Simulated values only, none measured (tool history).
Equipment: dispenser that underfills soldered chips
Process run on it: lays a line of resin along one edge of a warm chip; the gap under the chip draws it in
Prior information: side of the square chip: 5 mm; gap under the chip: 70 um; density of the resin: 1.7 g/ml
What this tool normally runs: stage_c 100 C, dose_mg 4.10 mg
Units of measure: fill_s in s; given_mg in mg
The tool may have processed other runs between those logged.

run,day,stage_c,dose_mg,fill_s,given_mg
1,0.000,100,4.10,13.8,4.00
# day 0.300: new syringe of resin
2,0.575,100,4.10,13.9,3.98
# day 0.917: new syringe of resin
# day 1.042: dispensing valve cleaned and set on the balance
3,1.192,105,4.10,11.0,4.10
# day 1.558: new syringe of resin
4,1.600,105,4.10,9.8,4.08
# day 2.154: new syringe of resin
5,2.179,105,4.10,10.2,4.07
# day 2.771: new syringe of resin
6,2.833,100,4.10,12.2,4.03
7,3.200,100,4.10,14.4,4.05
# day 3.400: new syringe of resin
8,3.729,100,4.10,13.9,4.01
# day 3.996: new syringe of resin
9,4.129,100,4.10,12.1,3.98
10,4.462,100,4.10,15.2,3.99
# day 4.583: dispensing valve cleaned and set on the balance
# day 4.654: new syringe of resin
11,5.025,100,4.10,14.5,4.09
# day 5.275: new syringe of resin
12,5.546,100,4.10,13.3,4.06
# day 5.921: new syringe of resin
13,6.125,100,4.10,13.3,4.06
# day 6.525: new syringe of resin
14,6.788,100,4.10,12.7,4.03
# day 7.117: new syringe of resin
15,7.283,100,4.10,13.6,4.01
16,7.662,89,4.10,23.8,3.98
# day 7.721: new syringe of resin
# day 8.154: dispensing valve cleaned and set on the balance
17,8.288,89,4.10,22.7,4.08
# day 8.350: new syringe of resin
18,8.842,89,4.10,23.4,4.08
# day 8.950: new syringe of resin
19,9.221,86,3.65,22.4,3.62
# day 9.562: new syringe of resin
20,9.800,94,3.54,16.9,3.50
# day 10.192: new syringe of resin
21,10.425,97,3.71,15.9,3.64
# day 10.792: new syringe of resin
22,10.817,89,3.71,17.7,3.65
23,11.362,89,3.71,24.3,3.60
# day 11.421: new syringe of resin
# day 11.704: dispensing valve cleaned and set on the balance
24,11.733,115,4.66,8.3,4.65
# day 12.092: new syringe of resin
25,12.250,100,4.75,12.2,4.72
26,12.546,98,4.76,16.1,4.70
# day 12.721: new syringe of resin
27,12.946,88,5.13,20.0,5.05
# day 13.338: new syringe of resin
28,13.458,113,3.52,8.9,3.47
29,13.842,114,3.57,10.4,3.50
# day 13.946: new syringe of resin
30,14.250,114,3.57,9.9,3.49
# day 14.579: new syringe of resin
31,14.950,114,3.57,9.6,3.49
# day 15.175: new syringe of resin
# day 15.271: dispensing valve cleaned and set on the balance
32,15.342,106,4.10,10.5,4.08
33,15.700,106,4.10,12.4,4.10
# day 15.829: new syringe of resin
34,16.267,107,4.10,12.4,4.05
# day 16.454: new syringe of resin
35,16.975,107,4.10,12.8,4.03

Predict each of these 3 candidate next runs independently; none follows another, all start after run 35:
# day 17.096: new syringe of resin
A,17.608,103,4.38,?,?
# day 17.096: new syringe of resin
B,17.608,112,4.10,?,?
# day 17.096: new syringe of resin
C,17.608,102,3.92,?,?

run,fill_s,given_mg
A,14.4,4.28
B,11.0,4.00
C,15.8,3.85
Without the tool's unlogged condition, the same runs would have read:
run,fill_s,given_mg
A,10.0,4.37
B,7.7,4.08
C,11.0,3.92

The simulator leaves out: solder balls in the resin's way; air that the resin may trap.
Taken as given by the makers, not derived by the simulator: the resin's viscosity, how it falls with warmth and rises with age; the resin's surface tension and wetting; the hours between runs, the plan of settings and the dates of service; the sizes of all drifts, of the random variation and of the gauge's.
